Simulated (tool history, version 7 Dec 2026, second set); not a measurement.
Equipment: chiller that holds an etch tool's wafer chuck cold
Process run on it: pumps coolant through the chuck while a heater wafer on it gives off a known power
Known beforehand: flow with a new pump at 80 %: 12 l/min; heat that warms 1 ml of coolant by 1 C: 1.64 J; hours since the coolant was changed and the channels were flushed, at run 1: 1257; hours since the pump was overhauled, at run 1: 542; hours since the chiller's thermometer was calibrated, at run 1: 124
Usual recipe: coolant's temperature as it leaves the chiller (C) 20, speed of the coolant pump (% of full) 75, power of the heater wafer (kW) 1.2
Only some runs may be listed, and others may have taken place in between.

| run | hour | coolant's temperature as it leaves the chiller (C) | speed of the coolant pump (% of full) | power of the heater wafer (kW) | hours since the coolant was changed and the channels were flushed | hours since the pump was overhauled | hours since the chiller's thermometer was calibrated | chuck's temperature once it has settled (C) | how much warmer the coolant comes back (C) |
|---|---|---|---|---|---|---|---|---|---|
| 1 | 0 | 20 | 75 | 1.2 | 1257 | 542 | 124 | 28.2 | 3.99 |
| 2 | 68.2 | 20 | 75 | 1.2 | 1325 | 610 | 192 | 28.4 | 3.96 |
| 3 | 106.6 | 12 | 75 | 1.2 | 1363 | 649 | 231 | 20.4 | 3.96 |
| 4 | 162.4 | 12 | 75 | 1.2 | 1419 | 704 | 286 | 20.3 | 4 |
| 5 | 199.5 | 20 | 75 | 1.2 | 1456 | 742 | 323 | 28.4 | 3.99 |
| 6 | 251.7 | 20 | 63 | 1.2 | 1508 | 794 | 376 | 29.5 | 4.73 |
| 7 | 321.2 | 20 | 63 | 1.2 | 1578 | 863 | 445 | 29.4 | 4.75 |
| 8 | 382.2 | 20 | 94 | 1.2 | 1639 | 924 | 506 | 27.1 | 3.19 |
| 9 | 428.6 | 13 | 75 | 1.2 | 1685 | 971 | 553 | 21.3 | 4.04 |
| 10 | 461.1 | 20 | 75 | 1.2 | 1718 | 1003 | 585 | 28.4 | 4.05 |
| 11 | 529.2 | 20 | 75 | 1.2 | 1786 | 1071 | 653 | 28.4 | 4.01 |
| 12 | 595.7 | 20 | 75 | 1.2 | 1852 | 1138 | 720 | 28.6 | 4.03 |
| 13 | 662.3 | 20 | 75 | 1.2 | 1919 | 1204 | 786 | 28.5 | 4.02 |
| 14 | 720.6 | 20 | 75 | 1.2 | 1977 | 1263 | 845 | 28.5 | 4.02 |
| 15 | 793 | 20 | 75 | 0.736 | 2050 | 1335 | 917 | 25 | 2.46 |
| 16 | 857 | 23 | 75 | 1.2 | 2114 | 1399 | 981 | 31.5 | 4.02 |
| 17 | 900.6 | 20 | 75 | 1.2 | 2157 | 1443 | 1025 | 28.5 | 4.03 |
| 18 | 950.2 | 21 | 63 | 1.204 | 2207 | 1492 | 1074 | 30.6 | 4.76 |
| 19 | 1026.1 | 21 | 63 | 1.204 | 2283 | 1568 | 1150 | 30.7 | 4.76 |
| 20 | 1076.2 | 24 | 63 | 1.562 | 2333 | 1618 | 1200 | 36.5 | 6.22 |
| 21 | 1131.8 | 10 | 63 | 1.562 | 2388 | 1674 | 1256 | 22.5 | 6.2 |
| 22 | 1198.2 | 26 | 75 | 1.182 | 2455 | 1740 | 1322 | 34.4 | 3.99 |
| 23 | 1263.4 | 28 | 75 | 0.784 | 2520 | 1806 | 1387 | 33.6 | 2.66 |
| 24 | 1320.1 | 12 | 89 | 0.629 | 2577 | 1862 | 1444 | 15.9 | 1.79 |
| 25 | 1387.3 | 17 | 61 | 1.045 | 2644 | 1929 | 1511 | 25.5 | 4.33 |
| 26 | 1444.3 | 17 | 61 | 1.045 | 2701 | 1986 | 1568 | 25.5 | 4.34 |
| 27 | 1499.3 | 11 | 62 | 1.2 | 2756 | 2041 | 1623 | 20.7 | 4.84 |
| 28 | 1563.7 | 11 | 62 | 1.2 | 2820 | 2106 | 1688 | 20.8 | 4.87 |
| 29 | 1620.9 | 15 | 100 | 0.688 | 2877 | 2163 | 1745 | 19 | 1.77 |
| 30 | 1675 | 15 | 100 | 0.688 | 2932 | 2217 | 1799 | 19 | 1.72 |
| 31 | 1718.8 | 20 | 100 | 1.778 | 2975 | 2261 | 1843 | 30.6 | 4.54 |
| 32 | 1761 | 10 | 75 | 1.2 | 3018 | 2303 | 1885 | 18.8 | 4.03 |
| 33 | 1796.2 | 10 | 83 | 0.706 | 3053 | 2338 | 1920 | 14.6 | 2.23 |

Predict each of these 3 candidate next runs independently; none follows another, all start after run 33:
| A | 1857.5 | 10 | 75 | 1.2 | 3114 | 2400 | 1981 | ? | ? |
| B | 1857.5 | 29 | 83 | 0.718 | 3114 | 2400 | 1981 | ? | ? |
| C | 1857.5 | 27 | 67 | 0.706 | 3114 | 2400 | 1981 | ? | ? |

| run | chuck's temperature once it has settled (C) | how much warmer the coolant comes back (C) |
|---|---|---|
| A | 18.5 | 4.03 |
| B | 33.6 | 2.22 |
| C | 32.4 | 2.68 |
Without the tool's hidden state the same runs would have given:
| run | chuck's temperature once it has settled (C) | how much warmer the coolant comes back (C) |
|---|---|---|
| A | 18 | 3.86 |
| B | 33.4 | 2.13 |
| C | 32.1 | 2.57 |
